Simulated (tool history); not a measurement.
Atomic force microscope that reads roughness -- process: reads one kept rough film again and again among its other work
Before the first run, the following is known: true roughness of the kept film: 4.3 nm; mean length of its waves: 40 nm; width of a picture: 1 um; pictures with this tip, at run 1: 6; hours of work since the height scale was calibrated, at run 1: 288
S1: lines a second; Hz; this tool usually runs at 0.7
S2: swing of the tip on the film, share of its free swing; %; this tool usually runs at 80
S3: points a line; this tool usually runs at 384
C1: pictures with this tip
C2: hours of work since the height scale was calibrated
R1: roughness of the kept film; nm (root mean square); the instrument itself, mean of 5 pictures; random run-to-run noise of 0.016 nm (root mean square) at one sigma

Run 1, hour 0: usual settings; C1 6; C2 288. Result: R1 3.875 nm (root mean square).
Run 2, hour 17.7: usual settings; C1 28; C2 299. Result: R1 3.779 nm (root mean square).
Run 3, hour 38.6: usual settings; C1 54; C2 312. Result: R1 3.764 nm (root mean square).
Run 4, hour 54.2: usual settings; C1 73; C2 321. Result: R1 3.71 nm (root mean square).
Run 5, hour 69.2: usual settings; C1 92; C2 331. Result: R1 3.683 nm (root mean square).
Run 6, hour 84.6: usual settings but S1 1.997 Hz; C1 111; C2 340. Result: R1 3.467 nm (root mean square).
Run 7, hour 107.9: usual settings but S1 1.997 Hz, S2 69 %; C1 140; C2 355. Result: R1 3.54 nm (root mean square).
Run 8, hour 123.1: usual settings but S1 1.997 Hz, S2 69 %; C1 159; C2 364. Result: R1 3.511 nm (root mean square).
Run 9, hour 146: usual settings but S1 1.997 Hz, S2 69 %; C1 187; C2 378. Result: R1 3.462 nm (root mean square).
Run 10, hour 157: usual settings but S2 81 %; C1 201; C2 385. Result: R1 3.49 nm (root mean square).
Run 11, hour 176.7: usual settings but S2 81 %; C1 225; C2 397. Result: R1 3.48 nm (root mean square).
Run 12, hour 191.5: usual settings; C1 243; C2 407. Result: R1 3.444 nm (root mean square).
At hour 210.5: new tip fitted.
Run 13, hour 215.3: usual settings but S1 1.24 Hz; C1 5; C2 421. Result: R1 3.785 nm (root mean square).
Run 14, hour 230.9: usual settings; C1 25; C2 431. Result: R1 3.82 nm (root mean square).
Run 15, hour 251.6: usual settings but S1 0.758 Hz; C1 50; C2 444. Result: R1 3.764 nm (root mean square).
Run 16, hour 265.7: usual settings; C1 68; C2 452. Result: R1 3.726 nm (root mean square).
Run 17, hour 285.9: usual settings; C1 93; C2 465. Result: R1 3.696 nm (root mean square).
Run 18, hour 305.7: usual settings but S1 3.168 Hz, S2 65 %, S3 867; C1 118; C2 477. Result: R1 3.54 nm (root mean square).
Run 19, hour 321.8: usual settings but S1 3.293 Hz, S2 87 %, S3 381; C1 138; C2 487. Result: R1 3.083 nm (root mean square).
Run 20, hour 332.8: usual settings but S1 2.205 Hz, S2 68 %, S3 624; C1 151; C2 494. Result: R1 3.541 nm (root mean square).
Run 21, hour 350.6: usual settings but S1 1.073 Hz, S3 740; C1 173; C2 505. Result: R1 3.489 nm (root mean square).
Run 22, hour 361: usual settings but S1 1.073 Hz, S3 740; C1 186; C2 512. Result: R1 3.511 nm (root mean square).
Run 23, hour 373.3: usual settings but S1 0.984 Hz, S2 83 %; C1 202; C2 519. Result: R1 3.447 nm (root mean square).
Run 24, hour 395.4: usual settings but S1 0.984 Hz, S2 83 %; C1 229; C2 533. Result: R1 3.379 nm (root mean square).
Run 25, hour 418: usual settings but S1 1.867 Hz, S2 70 %; C1 257; C2 547. Result: R1 3.322 nm (root mean square).
At hour 426.5: new tip fitted.
Run 26, hour 439.8: usual settings but S1 1.867 Hz, S2 70 %; C1 16; C2 560. Result: R1 3.765 nm (root mean square).
Run 27, hour 463.5: usual settings but S1 1.324 Hz, S3 280; C1 46; C2 575. Result: R1 3.7 nm (root mean square).
Run 28, hour 481.5: usual settings but S1 1.324 Hz, S3 854; C1 68; C2 586. Result: R1 3.65 nm (root mean square).
Run 29, hour 503.1: usual settings but S1 1.324 Hz, S3 854; C1 95; C2 600. Result: R1 3.604 nm (root mean square).
Run 30, hour 518.7: usual settings but S2 64 %; C1 114; C2 609. Result: R1 3.708 nm (root mean square).
Run 31, hour 529.4: usual settings but S2 74 %; C1 128; C2 616. Result: R1 3.681 nm (root mean square).
Run 32, hour 540.4: usual settings but S1 2.95 Hz, S2 74 %, S3 410; C1 141; C2 623. Result: R1 3.381 nm (root mean square).
Run 33, hour 550.7: usual settings but S1 3.144 Hz, S2 70 %, S3 632; C1 154; C2 629. Result: R1 3.426 nm (root mean square).
Run 34, hour 567.9: usual settings but S1 1.012 Hz, S2 72 %, S3 690; C1 175; C2 640. Result: R1 3.558 nm (root mean square).

Measured less the same run without the tool's hidden state. The same run-to-run variation is in both; the gauge's scatter may not be:
What the log doesn't record here: radius of the tip, nm; height scale over the true one, %; drift of the gauge itself on roughness_nm, %.
run      R1
  1  -0.013
  2  -0.059
  3  -0.106
  4  -0.139
  5  -0.172
  6  -0.197
  7  -0.252
  8  -0.285
  9  -0.333
 10  -0.363
 11  -0.398
 12  -0.427
 13  -0.008
 14  -0.047
 15  -0.097
 16   -0.13
 17  -0.177
 18  -0.215
 19  -0.218
 20  -0.276
 21   -0.31
 22  -0.338
 23  -0.362
 24  -0.401
 25  -0.443
 26  -0.022
 27  -0.078
 28  -0.118
 29  -0.167
 30   -0.21
 31  -0.235
 32  -0.241
 33  -0.268
 34  -0.314
